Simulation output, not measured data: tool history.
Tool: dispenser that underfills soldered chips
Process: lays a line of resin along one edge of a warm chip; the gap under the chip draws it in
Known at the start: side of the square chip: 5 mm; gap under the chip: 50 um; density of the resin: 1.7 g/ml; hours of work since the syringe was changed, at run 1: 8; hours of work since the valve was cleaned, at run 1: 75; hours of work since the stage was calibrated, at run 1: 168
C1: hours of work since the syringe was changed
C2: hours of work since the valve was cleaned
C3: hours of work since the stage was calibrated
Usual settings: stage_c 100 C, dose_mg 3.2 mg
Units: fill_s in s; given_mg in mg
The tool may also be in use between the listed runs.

{"run": 1, "hour": 0.0, "stage_c": 100, "dose_mg": 3.2, "C1": 8, "C2": 75, "C3": 168, "fill_s": 31.2, "given_mg": 3.091}
{"hour": 6.9, "done": "new syringe of resin"}
{"run": 2, "hour": 9.0, "stage_c": 100, "dose_mg": 3.2, "C1": 2, "C2": 81, "C3": 174, "fill_s": 23.1, "given_mg": 3.083}
{"run": 3, "hour": 17.1, "stage_c": 100, "dose_mg": 3.2, "C1": 7, "C2": 87, "C3": 180, "fill_s": 32, "given_mg": 3.064}
{"run": 4, "hour": 22.5, "stage_c": 100, "dose_mg": 3.2, "C1": 11, "C2": 91, "C3": 184, "fill_s": 39.2, "given_mg": 3.063}
{"hour": 23.8, "done": "new syringe of resin"}
{"run": 5, "hour": 29.3, "stage_c": 100, "dose_mg": 3.2, "C1": 4, "C2": 95, "C3": 189, "fill_s": 26.4, "given_mg": 3.073}
{"hour": 33.0, "done": "dispensing valve cleaned and set on the balance"}
{"run": 6, "hour": 38.0, "stage_c": 100, "dose_mg": 3.2, "C1": 10, "C2": 4, "C3": 194, "fill_s": 36.3, "given_mg": 3.203}
{"hour": 41.5, "done": "new syringe of resin"}
{"run": 7, "hour": 47.9, "stage_c": 97, "dose_mg": 3.2, "C1": 5, "C2": 11, "C3": 201, "fill_s": 29.3, "given_mg": 3.19}
{"hour": 58.2, "done": "new syringe of resin"}
{"run": 8, "hour": 58.2, "stage_c": 100, "dose_mg": 3.2, "C1": 0, "C2": 18, "C3": 209, "fill_s": 21.1, "given_mg": 3.174}
{"run": 9, "hour": 67.9, "stage_c": 100, "dose_mg": 3.2, "C1": 7, "C2": 25, "C3": 216, "fill_s": 31.1, "given_mg": 3.164}
{"run": 10, "hour": 72.4, "stage_c": 100, "dose_mg": 3.2, "C1": 10, "C2": 28, "C3": 219, "fill_s": 35.9, "given_mg": 3.171}
{"hour": 74.6, "done": "new syringe of resin"}
{"run": 11, "hour": 79.3, "stage_c": 100, "dose_mg": 3.2, "C1": 3, "C2": 33, "C3": 224, "fill_s": 25.3, "given_mg": 3.163}
{"run": 12, "hour": 83.8, "stage_c": 100, "dose_mg": 2.82, "C1": 7, "C2": 36, "C3": 227, "fill_s": 31.2, "given_mg": 2.772}
{"run": 13, "hour": 89.1, "stage_c": 100, "dose_mg": 2.82, "C1": 11, "C2": 40, "C3": 231, "fill_s": 37.9, "given_mg": 2.767}
{"hour": 91.1, "done": "new syringe of resin"}
{"run": 14, "hour": 95.0, "stage_c": 100, "dose_mg": 2.82, "C1": 3, "C2": 44, "C3": 235, "fill_s": 25.3, "given_mg": 2.769}
{"run": 15, "hour": 100.5, "stage_c": 92, "dose_mg": 3.2, "C1": 7, "C2": 48, "C3": 239, "fill_s": 38.8, "given_mg": 3.135}
{"run": 16, "hour": 106.0, "stage_c": 99, "dose_mg": 3.2, "C1": 11, "C2": 52, "C3": 243, "fill_s": 38.5, "given_mg": 3.129}
{"hour": 107.9, "done": "new syringe of resin"}
{"run": 17, "hour": 113.3, "stage_c": 99, "dose_mg": 3.2, "C1": 4, "C2": 57, "C3": 248, "fill_s": 26.9, "given_mg": 3.126}
{"run": 18, "hour": 123.4, "stage_c": 100, "dose_mg": 4.04, "C1": 11, "C2": 65, "C3": 255, "fill_s": 38, "given_mg": 3.936}
{"hour": 124.6, "done": "new syringe of resin"}
{"run": 19, "hour": 134.3, "stage_c": 100, "dose_mg": 3.87, "C1": 7, "C2": 73, "C3": 263, "fill_s": 30.3, "given_mg": 3.756}
{"hour": 141.0, "done": "new syringe of resin"}
{"run": 20, "hour": 141.4, "stage_c": 100, "dose_mg": 3.87, "C1": 0, "C2": 77, "C3": 268, "fill_s": 21.5, "given_mg": 3.739}
{"run": 21, "hour": 148.6, "stage_c": 105, "dose_mg": 4.02, "C1": 6, "C2": 83, "C3": 273, "fill_s": 25, "given_mg": 3.882}
{"run": 22, "hour": 154.5, "stage_c": 111, "dose_mg": 3.3, "C1": 10, "C2": 87, "C3": 278, "fill_s": 26.6, "given_mg": 3.172}
{"hour": 157.7, "done": "new syringe of resin"}
{"run": 23, "hour": 164.9, "stage_c": 112, "dose_mg": 2.8, "C1": 5, "C2": 94, "C3": 285, "fill_s": 20.7, "given_mg": 2.688}
{"hour": 169.9, "done": "dispensing valve cleaned and set on the balance"}
{"run": 24, "hour": 173.7, "stage_c": 99, "dose_mg": 3.61, "C1": 11, "C2": 3, "C3": 291, "fill_s": 37.6, "given_mg": 3.607}
{"hour": 175.3, "done": "new syringe of resin"}
{"run": 25, "hour": 179.9, "stage_c": 100, "dose_mg": 3.07, "C1": 3, "C2": 7, "C3": 295, "fill_s": 26.1, "given_mg": 3.06}
{"run": 26, "hour": 190.3, "stage_c": 100, "dose_mg": 3.07, "C1": 11, "C2": 15, "C3": 303, "fill_s": 38.2, "given_mg": 3.045}
{"hour": 191.9, "done": "new syringe of resin"}
{"run": 27, "hour": 195.6, "stage_c": 100, "dose_mg": 3.07, "C1": 3, "C2": 18, "C3": 306, "fill_s": 25.2, "given_mg": 3.037}
{"run": 28, "hour": 201.6, "stage_c": 88, "dose_mg": 4.17, "C1": 7, "C2": 23, "C3": 311, "fill_s": 43.7, "given_mg": 4.134}
{"run": 29, "hour": 206.0, "stage_c": 111, "dose_mg": 4.17, "C1": 10, "C2": 26, "C3": 314, "fill_s": 26.3, "given_mg": 4.11}
{"hour": 208.8, "done": "new syringe of resin"}
{"run": 30, "hour": 215.3, "stage_c": 97, "dose_mg": 3.7, "C1": 5, "C2": 32, "C3": 320, "fill_s": 30.7, "given_mg": 3.653}
{"run": 31, "hour": 220.6, "stage_c": 97, "dose_mg": 3.7, "C1": 9, "C2": 36, "C3": 324, "fill_s": 36.7, "given_mg": 3.651}
{"hour": 225.1, "done": "new syringe of resin"}
{"run": 32, "hour": 225.3, "stage_c": 85, "dose_mg": 4.15, "C1": 0, "C2": 40, "C3": 327, "fill_s": 34.8, "given_mg": 4.087}

Run 33 comes next. What will it give?
{"run": 33, "hour": 235.9, "stage_c": 114, "dose_mg": 2.9, "C1": 8, "C2": 47, "C3": 335, "fill_s": "?", "given_mg": "?"}

{"run 33": {"fill_s": 22.3, "given_mg": 2.848}}
Without the tool's hidden state the same run would have given fill_s 14.6 s, given_mg 2.908 mg.
